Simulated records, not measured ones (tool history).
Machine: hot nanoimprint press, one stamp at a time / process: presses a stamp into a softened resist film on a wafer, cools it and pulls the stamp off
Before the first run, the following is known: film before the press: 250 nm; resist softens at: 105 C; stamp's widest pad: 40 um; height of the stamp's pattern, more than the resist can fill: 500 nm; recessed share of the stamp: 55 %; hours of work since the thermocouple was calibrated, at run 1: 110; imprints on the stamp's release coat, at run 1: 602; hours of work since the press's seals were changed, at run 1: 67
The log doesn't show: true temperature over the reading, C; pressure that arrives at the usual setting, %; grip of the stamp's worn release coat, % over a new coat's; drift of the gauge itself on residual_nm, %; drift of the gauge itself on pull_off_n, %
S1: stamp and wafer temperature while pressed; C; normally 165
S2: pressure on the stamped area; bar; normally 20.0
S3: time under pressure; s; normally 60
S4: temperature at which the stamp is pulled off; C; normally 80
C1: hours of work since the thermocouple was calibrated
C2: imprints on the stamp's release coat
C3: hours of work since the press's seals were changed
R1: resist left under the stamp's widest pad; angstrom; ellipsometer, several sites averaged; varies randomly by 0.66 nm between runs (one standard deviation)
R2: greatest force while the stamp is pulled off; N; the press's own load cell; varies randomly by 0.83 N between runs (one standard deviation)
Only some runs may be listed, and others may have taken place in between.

run,hour,S1,S2,S3,S4,C1,C2,C3,R1,R2
1,0.0,165,20.0,60,80,110,602,67,914,121.5
2,5.6,165,20.0,60,80,113,609,69,912,122.0
3,10.5,165,20.0,60,80,115,615,71,920,123.5
4,19.7,165,20.0,60,80,119,627,75,933,122.2
5,26.6,165,20.0,60,80,122,636,78,914,124.9
6,34.2,165,20.0,60,80,125,646,81,919,123.5
7,43.6,165,20.0,60,80,129,658,85,919,125.0
8,50.8,165,20.0,60,80,132,667,88,912,124.1
9,56.3,165,20.0,60,80,134,674,91,917,125.6
10,64.7,165,20.0,60,80,138,684,94,911,123.4
11,73.1,165,20.0,60,80,141,695,98,918,123.9
12,80.3,165,20.0,60,80,144,704,101,920,124.6
13,86.5,165,20.0,60,80,147,712,103,922,124.3
# hour 89.9: plate thermocouple calibrated
14,96.5,165,20.0,60,80,3,721,106,922,124.8
15,106.0,154,20.0,60,80,7,733,110,1740,125.9
16,113.3,154,20.0,60,86,10,743,113,1770,113.2
# hour 122.0: plate thermocouple calibrated, once more
17,125.4,154,20.0,60,86,1,754,117,1696,111.0

Run 18 is up next; what results do you expect?
18,130.9,158,14.1,48,67,4,761,119,?,?

Run 18 gave R1 1657 angstrom, R2 150.9 N.
Were there no unlogged condition in the tool, this run, its random variation unchanged, would have produced R1 1665 angstrom, R2 134.3 N.

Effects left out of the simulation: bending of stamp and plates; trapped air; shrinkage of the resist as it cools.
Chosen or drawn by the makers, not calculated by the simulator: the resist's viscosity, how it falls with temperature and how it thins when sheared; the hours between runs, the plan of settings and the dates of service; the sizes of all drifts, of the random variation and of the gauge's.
